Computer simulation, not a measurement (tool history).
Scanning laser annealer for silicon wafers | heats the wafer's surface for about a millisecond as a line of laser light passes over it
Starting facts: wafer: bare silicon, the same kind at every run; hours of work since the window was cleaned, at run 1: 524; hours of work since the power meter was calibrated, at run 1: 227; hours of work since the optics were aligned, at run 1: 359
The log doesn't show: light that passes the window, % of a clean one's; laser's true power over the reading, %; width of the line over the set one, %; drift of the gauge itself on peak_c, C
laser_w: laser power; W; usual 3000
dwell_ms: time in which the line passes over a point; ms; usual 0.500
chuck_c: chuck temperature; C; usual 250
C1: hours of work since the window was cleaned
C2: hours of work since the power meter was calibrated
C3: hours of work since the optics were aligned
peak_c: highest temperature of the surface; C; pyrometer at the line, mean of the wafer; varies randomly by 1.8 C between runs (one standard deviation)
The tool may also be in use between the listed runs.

Run 1, hour 0.0: usual settings; C1 524; C2 227; C3 359. Result: peak_c 947 C.
Run 2, hour 17.1: usual settings; C1 536; C2 239; C3 371. Result: peak_c 945 C.
Run 3, hour 33.6: usual settings but dwell_ms 0.401 ms; C1 548; C2 250; C3 383. Result: peak_c 857 C.
Run 4, hour 45.8: usual settings but laser_w 3136 W, dwell_ms 0.401 ms; C1 557; C2 259; C3 391. Result: peak_c 887 C.
Run 5, hour 54.4: usual settings but laser_w 3136 W, dwell_ms 0.401 ms; C1 563; C2 265; C3 397. Result: peak_c 884 C.
Run 6, hour 67.9: usual settings but laser_w 3136 W, dwell_ms 0.401 ms; C1 572; C2 275; C3 407. Result: peak_c 885 C.
Run 7, hour 78.0: usual settings but laser_w 3136 W, dwell_ms 0.401 ms; C1 579; C2 282; C3 414. Result: peak_c 880 C.
Run 8, hour 91.5: usual settings but laser_w 3136 W, dwell_ms 0.401 ms; C1 589; C2 291; C3 424. Result: peak_c 882 C.
Run 9, hour 100.8: usual settings; C1 595; C2 298; C3 430. Result: peak_c 940 C.
Run 10, hour 109.4: usual settings; C1 602; C2 304; C3 436. Result: peak_c 944 C.
Run 11, hour 118.7: usual settings but laser_w 3084 W, dwell_ms 0.518 ms, chuck_c 280 C; C1 608; C2 310; C3 443. Result: peak_c 1003 C.
Run 12, hour 131.2: usual settings but laser_w 2653 W, dwell_ms 0.476 ms, chuck_c 280 C; C1 617; C2 319; C3 452. Result: peak_c 872 C.
Run 13, hour 145.8: usual settings but laser_w 2946 W, dwell_ms 0.458 ms, chuck_c 213 C; C1 627; C2 330; C3 462. Result: peak_c 856 C.
Run 14, hour 160.1: usual settings but laser_w 3292 W; C1 637; C2 340; C3 472. Result: peak_c 1009 C.
Run 15, hour 172.5: usual settings but laser_w 3292 W; C1 646; C2 348; C3 481. Result: peak_c 1004 C.
Run 16, hour 187.0: usual settings but laser_w 3207 W; C1 656; C2 359; C3 491. Result: peak_c 986 C.
Run 17, hour 204.8: usual settings but laser_w 3207 W, dwell_ms 0.371 ms, chuck_c 243 C; C1 669; C2 371; C3 503. Result: peak_c 857 C.

Branching from run 17: 4 alternative next runs. What would each branch give?
Run A, hour 218.2: usual settings but dwell_ms 0.566 ms; C1 678; C2 381; C3 513. Result: peak_c ?.
Run B, hour 218.2: usual settings but laser_w 3207 W, dwell_ms 0.404 ms, chuck_c 289 C; C1 678; C2 381; C3 513. Result: peak_c ?.
Run C, hour 218.2: usual settings but laser_w 3099 W; C1 678; C2 381; C3 513. Result: peak_c ?.
Run D, hour 218.2: usual settings but laser_w 2805 W, dwell_ms 0.473 ms, chuck_c 235 C; C1 678; C2 381; C3 513. Result: peak_c ?.

run  peak_c
  A     990
  B     934
  C     960
  D     861
Without the tool's hidden state the same runs would have given:
run  peak_c
  A    1030
  B     969
  C     998
  D     894

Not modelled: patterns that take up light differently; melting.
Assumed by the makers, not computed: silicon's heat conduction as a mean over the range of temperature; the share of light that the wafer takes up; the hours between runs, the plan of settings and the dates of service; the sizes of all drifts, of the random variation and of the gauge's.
